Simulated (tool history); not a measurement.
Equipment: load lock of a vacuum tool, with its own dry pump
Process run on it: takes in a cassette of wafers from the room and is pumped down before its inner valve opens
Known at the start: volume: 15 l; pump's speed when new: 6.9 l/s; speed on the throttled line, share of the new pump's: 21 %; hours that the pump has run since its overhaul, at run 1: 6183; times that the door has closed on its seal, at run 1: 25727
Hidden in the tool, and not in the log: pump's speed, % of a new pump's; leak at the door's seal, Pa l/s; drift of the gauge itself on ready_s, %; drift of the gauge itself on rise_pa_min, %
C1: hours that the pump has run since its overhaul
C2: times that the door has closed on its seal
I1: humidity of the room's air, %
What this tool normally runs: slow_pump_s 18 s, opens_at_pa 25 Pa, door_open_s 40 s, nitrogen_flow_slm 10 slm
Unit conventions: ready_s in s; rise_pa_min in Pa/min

{"run": 1, "day": 0.0, "slow_pump_s": 18, "opens_at_pa": 25, "door_open_s": 40, "nitrogen_flow_slm": 10, "C1": 6183, "C2": 25727, "I1": 45.1, "ready_s": 35.0, "rise_pa_min": 0.347}
{"run": 2, "day": 22.675, "slow_pump_s": 18, "opens_at_pa": 25, "door_open_s": 40, "nitrogen_flow_slm": 10, "C1": 6728, "C2": 26667, "I1": 45.5, "ready_s": 35.2, "rise_pa_min": 0.364}
{"run": 3, "day": 47.733, "slow_pump_s": 18, "opens_at_pa": 25, "door_open_s": 40, "nitrogen_flow_slm": 24, "C1": 7329, "C2": 27706, "I1": 48.1, "ready_s": 35.9, "rise_pa_min": 0.371}
{"run": 4, "day": 71.621, "slow_pump_s": 18, "opens_at_pa": 25, "door_open_s": 40, "nitrogen_flow_slm": 24, "C1": 7902, "C2": 28697, "I1": 47.0, "ready_s": 36.8, "rise_pa_min": 0.388}
{"run": 5, "day": 99.571, "slow_pump_s": 18, "opens_at_pa": 25, "door_open_s": 40, "nitrogen_flow_slm": 24, "C1": 8573, "C2": 29856, "I1": 44.4, "ready_s": 36.3, "rise_pa_min": 0.401}
{"run": 6, "day": 113.783, "slow_pump_s": 18, "opens_at_pa": 25, "door_open_s": 40, "nitrogen_flow_slm": 10, "C1": 8914, "C2": 30446, "I1": 43.7, "ready_s": 36.3, "rise_pa_min": 0.424}
{"run": 7, "day": 136.646, "slow_pump_s": 18, "opens_at_pa": 25, "door_open_s": 40, "nitrogen_flow_slm": 10, "C1": 9463, "C2": 31394, "I1": 45.1, "ready_s": 36.7, "rise_pa_min": 0.447}
{"day": 158.008, "done": "door's seal changed, seat wiped"}
{"run": 8, "day": 160.279, "slow_pump_s": 18, "opens_at_pa": 25, "door_open_s": 40, "nitrogen_flow_slm": 10, "C1": 10029, "C2": 94, "I1": 50.7, "ready_s": 36.7, "rise_pa_min": 0.077}
{"day": 169.546, "done": "dry pump taken out, an overhauled one fitted"}
{"run": 9, "day": 181.829, "slow_pump_s": 18, "opens_at_pa": 25, "door_open_s": 40, "nitrogen_flow_slm": 10, "C1": 295, "C2": 978, "I1": 46.4, "ready_s": 32.1, "rise_pa_min": 0.079}
{"run": 10, "day": 203.054, "slow_pump_s": 18, "opens_at_pa": 25, "door_open_s": 40, "nitrogen_flow_slm": 10, "C1": 804, "C2": 1858, "I1": 45.4, "ready_s": 33.1, "rise_pa_min": 0.077}
{"run": 11, "day": 225.917, "slow_pump_s": 18, "opens_at_pa": 25, "door_open_s": 64, "nitrogen_flow_slm": 10, "C1": 1353, "C2": 2806, "I1": 47.2, "ready_s": 32.7, "rise_pa_min": 0.101}
{"run": 12, "day": 245.55, "slow_pump_s": 18, "opens_at_pa": 25, "door_open_s": 64, "nitrogen_flow_slm": 10, "C1": 1824, "C2": 3620, "I1": 48.6, "ready_s": 32.6, "rise_pa_min": 0.106}
{"run": 13, "day": 275.379, "slow_pump_s": 18, "opens_at_pa": 46, "door_open_s": 26, "nitrogen_flow_slm": 18, "C1": 2540, "C2": 4857, "I1": 43.2, "ready_s": 32.4, "rise_pa_min": 0.076}
{"run": 14, "day": 287.883, "slow_pump_s": 25, "opens_at_pa": 26, "door_open_s": 87, "nitrogen_flow_slm": 29, "C1": 2840, "C2": 5376, "I1": 43.0, "ready_s": 38.8, "rise_pa_min": 0.097}
{"run": 15, "day": 302.679, "slow_pump_s": 25, "opens_at_pa": 32, "door_open_s": 87, "nitrogen_flow_slm": 16, "C1": 3195, "C2": 5989, "I1": 45.5, "ready_s": 38.9, "rise_pa_min": 0.112}
{"run": 16, "day": 315.904, "slow_pump_s": 25, "opens_at_pa": 32, "door_open_s": 87, "nitrogen_flow_slm": 16, "C1": 3513, "C2": 6538, "I1": 45.4, "ready_s": 38.5, "rise_pa_min": 0.116}
{"run": 17, "day": 330.425, "slow_pump_s": 25, "opens_at_pa": 32, "door_open_s": 87, "nitrogen_flow_slm": 16, "C1": 3861, "C2": 7140, "I1": 45.5, "ready_s": 38.9, "rise_pa_min": 0.117}
{"run": 18, "day": 356.221, "slow_pump_s": 13, "opens_at_pa": 32, "door_open_s": 70, "nitrogen_flow_slm": 6, "C1": 4480, "C2": 8210, "I1": 42.0, "ready_s": 29.5, "rise_pa_min": 0.13}
{"run": 19, "day": 379.054, "slow_pump_s": 15, "opens_at_pa": 32, "door_open_s": 70, "nitrogen_flow_slm": 6, "C1": 5028, "C2": 9157, "I1": 44.3, "ready_s": 32.4, "rise_pa_min": 0.14}
{"run": 20, "day": 407.0, "slow_pump_s": 15, "opens_at_pa": 32, "door_open_s": 70, "nitrogen_flow_slm": 17, "C1": 5699, "C2": 10316, "I1": 45.5, "ready_s": 31.6, "rise_pa_min": 0.134}
{"run": 21, "day": 425.504, "slow_pump_s": 15, "opens_at_pa": 32, "door_open_s": 70, "nitrogen_flow_slm": 17, "C1": 6143, "C2": 11083, "I1": 48.3, "ready_s": 32.0, "rise_pa_min": 0.148}
{"run": 22, "day": 443.346, "slow_pump_s": 15, "opens_at_pa": 32, "door_open_s": 70, "nitrogen_flow_slm": 17, "C1": 6571, "C2": 11823, "I1": 46.3, "ready_s": 32.3, "rise_pa_min": 0.144}

Predict each of these 4 candidate next runs independently; none follows another, all start after run 22:
{"run": "A", "day": 456.138, "slow_pump_s": 30, "opens_at_pa": 25, "door_open_s": 170, "nitrogen_flow_slm": 14, "C1": 6878, "C2": 12353, "I1": 42.8, "ready_s": "?", "rise_pa_min": "?"}
{"run": "B", "day": 456.138, "slow_pump_s": 18, "opens_at_pa": 25, "door_open_s": 65, "nitrogen_flow_slm": 10, "C1": 6878, "C2": 12353, "I1": 44.3, "ready_s": "?", "rise_pa_min": "?"}
{"run": "C", "day": 456.138, "slow_pump_s": 29, "opens_at_pa": 32, "door_open_s": 70, "nitrogen_flow_slm": 4, "C1": 6878, "C2": 12353, "I1": 45.9, "ready_s": "?", "rise_pa_min": "?"}
{"run": "D", "day": 456.138, "slow_pump_s": 18, "opens_at_pa": 48, "door_open_s": 96, "nitrogen_flow_slm": 10, "C1": 6878, "C2": 12353, "I1": 43.8, "ready_s": "?", "rise_pa_min": "?"}

run=A ready_s=44.1 rise_pa_min=0.185
run=B ready_s=35.1 rise_pa_min=0.152
run=C ready_s=43.1 rise_pa_min=0.168
run=D ready_s=33.5 rise_pa_min=0.165
Had the tool no hidden state, the same runs would have come out as:
run=A ready_s=41.8 rise_pa_min=0.115
run=B ready_s=32.3 rise_pa_min=0.083
run=C ready_s=40.8 rise_pa_min=0.098
run=D ready_s=31.0 rise_pa_min=0.095
